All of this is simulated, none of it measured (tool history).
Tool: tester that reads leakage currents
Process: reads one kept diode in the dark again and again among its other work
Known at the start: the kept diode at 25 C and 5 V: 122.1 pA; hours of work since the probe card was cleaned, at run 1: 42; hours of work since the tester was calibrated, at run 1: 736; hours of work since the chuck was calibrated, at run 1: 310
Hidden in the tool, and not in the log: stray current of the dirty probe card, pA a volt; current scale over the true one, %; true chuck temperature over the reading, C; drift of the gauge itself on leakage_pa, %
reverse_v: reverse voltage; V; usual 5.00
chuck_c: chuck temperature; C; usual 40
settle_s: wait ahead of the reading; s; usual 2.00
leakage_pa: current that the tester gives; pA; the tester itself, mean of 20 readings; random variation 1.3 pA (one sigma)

run,day,reverse_v,chuck_c,settle_s,hours of work since the probe card was cleaned,hours of work since the tester was calibrated,hours of work since the chuck was calibrated,leakage_pa
1,0.000,5.00,40,2.00,42,736,310,430.10
2,2.362,5.00,40,5.22,77,771,345,427.47
3,4.358,5.00,40,5.22,106,800,374,426.65
4,5.925,5.00,40,5.22,129,824,397,424.62
5,8.475,5.00,40,5.22,167,861,435,427.50
6,10.254,5.00,40,2.00,193,887,461,426.72
7,11.942,5.76,40,2.00,218,912,486,454.55
8,14.388,5.00,40,3.10,254,948,522,429.52
9,17.025,5.00,40,3.10,293,987,561,428.10
10,19.267,5.00,40,3.10,326,1020,594,426.99
11,21.533,5.00,40,2.00,359,1053,627,429.65
12,23.854,5.00,40,4.49,393,1088,661,427.34
13,26.088,5.00,40,4.49,426,1120,694,426.68
14,28.417,5.00,40,4.49,461,1155,728,427.54
15,30.533,5.00,40,4.49,492,1186,760,426.86
16,31.850,11.49,31,0.41,511,1205,779,300.83
17,34.162,11.49,31,0.41,545,1239,813,300.49
18,36.688,4.86,47,7.44,582,1277,850,728.75
# day 38.988: chuck's temperature calibrated
19,39.238,3.82,52,0.86,619,1313,4,958.74
20,40.671,3.37,35,2.28,640,1334,25,240.95
21,42.525,3.37,35,2.28,667,1361,52,240.21
22,44.838,3.37,35,2.28,701,1395,86,241.90
23,47.171,3.37,35,2.28,736,1430,120,242.10
24,48.771,3.37,45,0.74,759,1453,144,535.59
25,50.538,5.01,45,0.74,785,1479,170,633.75

Forecast each of these 4 alternatives for the next run:
A,52.825,1.27,26,2.00,819,1513,204,?
B,52.825,1.98,21,4.65,819,1513,204,?
C,52.825,7.28,40,2.00,819,1513,204,?
D,52.825,12.65,45,0.31,819,1513,204,?

run,leakage_pa
A,74.81
B,57.75
C,501.91
D,952.51
Without the tool's hidden state the same runs would have given:
run,leakage_pa
A,74.77
B,57.71
C,501.68
D,952.09
